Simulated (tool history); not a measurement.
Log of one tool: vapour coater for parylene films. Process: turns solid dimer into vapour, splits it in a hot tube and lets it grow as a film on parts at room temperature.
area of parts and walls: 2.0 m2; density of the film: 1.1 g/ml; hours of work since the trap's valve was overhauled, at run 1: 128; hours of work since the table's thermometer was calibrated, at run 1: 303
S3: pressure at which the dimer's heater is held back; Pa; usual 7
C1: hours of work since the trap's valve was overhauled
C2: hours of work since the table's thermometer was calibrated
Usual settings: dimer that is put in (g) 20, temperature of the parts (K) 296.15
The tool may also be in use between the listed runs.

Run 1, hour 0: usual settings; C1 128; C2 303. Result: thickness of the film (um) 5.81.
Run 2, hour 47.7: usual settings; C1 161; C2 336. Result: thickness of the film (um) 5.67.
Run 3, hour 85.3: usual settings; C1 188; C2 363. Result: thickness of the film (um) 5.73.
Run 4, hour 130.4: usual settings; C1 220; C2 395. Result: thickness of the film (um) 5.74.
Run 5, hour 170.6: usual settings; C1 248; C2 423. Result: thickness of the film (um) 5.52.
Run 6, hour 193.8: usual settings but temperature of the parts (K) 294.15; C1 264; C2 439. Result: thickness of the film (um) 5.96.
Run 7, hour 224: usual settings but dimer that is put in (g) 21; C1 286; C2 461. Result: thickness of the film (um) 5.83.
Run 8, hour 258.1: usual settings; C1 310; C2 485. Result: thickness of the film (um) 5.57.
Run 9, hour 284.8: usual settings but S3 2.82 Pa; C1 329; C2 504. Result: thickness of the film (um) 6.25.
Run 10, hour 318: usual settings but dimer that is put in (g) 15, S3 2.82 Pa; C1 352; C2 527. Result: thickness of the film (um) 4.7.
Run 11, hour 341.4: usual settings; C1 369; C2 544. Result: thickness of the film (um) 5.53.
Run 12, hour 375.3: usual settings; C1 392; C2 567. Result: thickness of the film (um) 5.32.
Run 13, hour 430.9: usual settings; C1 432; C2 607. Result: thickness of the film (um) 5.3.
Run 14, hour 475.7: usual settings but S3 10.33 Pa; C1 463; C2 638. Result: thickness of the film (um) 5.02.
Run 15, hour 507.4: usual settings but S3 10.33 Pa; C1 486; C2 661. Result: thickness of the film (um) 4.99.
Run 16, hour 557.2: usual settings but S3 10.33 Pa; C1 521; C2 696. Result: thickness of the film (um) 4.8.
Run 17, hour 606.2: usual settings but S3 10.33 Pa; C1 555; C2 730. Result: thickness of the film (um) 4.83.
At hour 616.6: trap's valve overhauled.
Run 18, hour 652.5: usual settings but temperature of the parts (K) 294.15; C1 25; C2 760. Result: thickness of the film (um) 5.25.
Run 19, hour 691.1: usual settings but temperature of the parts (K) 294.15; C1 53; C2 787. Result: thickness of the film (um) 5.14.
Run 20, hour 742.8: usual settings; C1 89; C2 824. Result: thickness of the film (um) 4.75.
Run 21, hour 776: usual settings but temperature of the parts (K) 299.15; C1 112; C2 847. Result: thickness of the film (um) 4.27.
At hour 821: trap's valve overhauled, once more.
Run 22, hour 831.6: usual settings but dimer that is put in (g) 13, temperature of the parts (K) 290.15, S3 8.52 Pa; C1 7; C2 884. Result: thickness of the film (um) 4.68.
At hour 863.5: table's thermometer calibrated.
Run 23, hour 863.5: usual settings but dimer that is put in (g) 11, S3 2.8 Pa; C1 29; C2 0. Result: thickness of the film (um) 3.69.
Run 24, hour 904.3: usual settings but dimer that is put in (g) 11, S3 2.8 Pa; C1 58; C2 29. Result: thickness of the film (um) 3.75.
Run 25, hour 934.8: usual settings but dimer that is put in (g) 11, temperature of the parts (K) 288.15, S3 2.68 Pa; C1 80; C2 50. Result: thickness of the film (um) 4.72.
Run 26, hour 959: usual settings but dimer that is put in (g) 11, temperature of the parts (K) 288.15, S3 5.78 Pa; C1 97; C2 67. Result: thickness of the film (um) 4.48.
Run 27, hour 993.9: usual settings but dimer that is put in (g) 11, temperature of the parts (K) 288.15, S3 5.78 Pa; C1 121; C2 92. Result: thickness of the film (um) 4.38.
Run 28, hour 1047.5: usual settings but dimer that is put in (g) 14, temperature of the parts (K) 288.15, S3 9.95 Pa; C1 159; C2 130. Result: thickness of the film (um) 4.99.
Run 29, hour 1089: usual settings but dimer that is put in (g) 14, temperature of the parts (K) 288.15, S3 9.95 Pa; C1 188; C2 159. Result: thickness of the film (um) 5.03.
Run 30, hour 1122: usual settings but dimer that is put in (g) 25, temperature of the parts (K) 300.15, S3 7.17 Pa; C1 212; C2 182. Result: thickness of the film (um) 6.1.
Run 31, hour 1147.5: usual settings but dimer that is put in (g) 25, temperature of the parts (K) 291.15, S3 4.18 Pa; C1 230; C2 200. Result: thickness of the film (um) 8.99.
Run 32, hour 1198.3: usual settings but dimer that is put in (g) 9, temperature of the parts (K) 303.15, S3 3.21 Pa; C1 265; C2 236. Result: thickness of the film (um) 2.17.
Run 33, hour 1250.3: usual settings but temperature of the parts (K) 302.15, S3 6.63 Pa; C1 302; C2 273. Result: thickness of the film (um) 4.48.
Run 34, hour 1294.7: usual settings but dimer that is put in (g) 17, temperature of the parts (K) 295.15, S3 5.71 Pa; C1 333; C2 304. Result: thickness of the film (um) 4.88.
Run 35, hour 1340.5: usual settings but dimer that is put in (g) 16, temperature of the parts (K) 304.15, S3 5.71 Pa; C1 366; C2 336. Result: thickness of the film (um) 3.4.
Run 36, hour 1369.4: usual settings but dimer that is put in (g) 16, temperature of the parts (K) 302.15, S3 3.89 Pa; C1 386; C2 357. Result: thickness of the film (um) 3.77.
Run 37, hour 1411.7: usual settings but dimer that is put in (g) 16, temperature of the parts (K) 302.15, S3 3.89 Pa; C1 416; C2 387. Result: thickness of the film (um) 3.78.
Run 38, hour 1450.6: usual settings but dimer that is put in (g) 9, S3 2.97 Pa; C1 443; C2 414. Result: thickness of the film (um) 2.73.
Run 39, hour 1503.5: usual settings but dimer that is put in (g) 9, S3 2.97 Pa; C1 481; C2 451. Result: thickness of the film (um) 2.71.
Run 40, hour 1550.4: usual settings but dimer that is put in (g) 9, temperature of the parts (K) 307.15, S3 9.71 Pa; C1 514; C2 484. Result: thickness of the film (um) 1.49.
Run 41, hour 1576.6: usual settings but dimer that is put in (g) 9, temperature of the parts (K) 305.15, S3 2.41 Pa; C1 532; C2 503. Result: thickness of the film (um) 2.
At hour 1621.1: trap's valve overhauled.
Run 42, hour 1627.7: usual settings but dimer that is put in (g) 13, temperature of the parts (K) 290.15, S3 5.98 Pa; C1 5; C2 536. Result: thickness of the film (um) 4.91.

Measured less the same run without the tool's hidden state. The same run-to-run variation is in both; the gauge's scatter may not be:
The hidden state here: vapour lost through the trap's worn valve, %; true temperature of the parts over the reading, C; drift of the gauge itself on film_um, %.
run  thickness of the film (um)
  1                       -0.17
  2                       -0.21
  3                       -0.26
  4                       -0.32
  5                       -0.35
  6                        -0.4
  7                       -0.42
  8                       -0.45
  9                       -0.54
 10                       -0.44
 11                       -0.53
 12                       -0.57
 13                       -0.62
 14                       -0.64
 15                       -0.67
 16                        -0.7
 17                       -0.75
 18                        -1.2
 19                       -1.22
 20                        -1.2
 21                       -1.12
 22                       +0.07
 23                       -0.03
 24                       -0.06
 25                       -0.12
 26                       -0.12
 27                       -0.14
 28                       -0.21
 29                       -0.25
 30                       -0.35
 31                       -0.55
 32                       -0.16
 33                       -0.36
 34                       -0.45
 35                       -0.34
 36                       -0.41
 37                       -0.44
 38                       -0.34
 39                       -0.38
 40                       -0.22
 41                       -0.31
 42                       +0.06
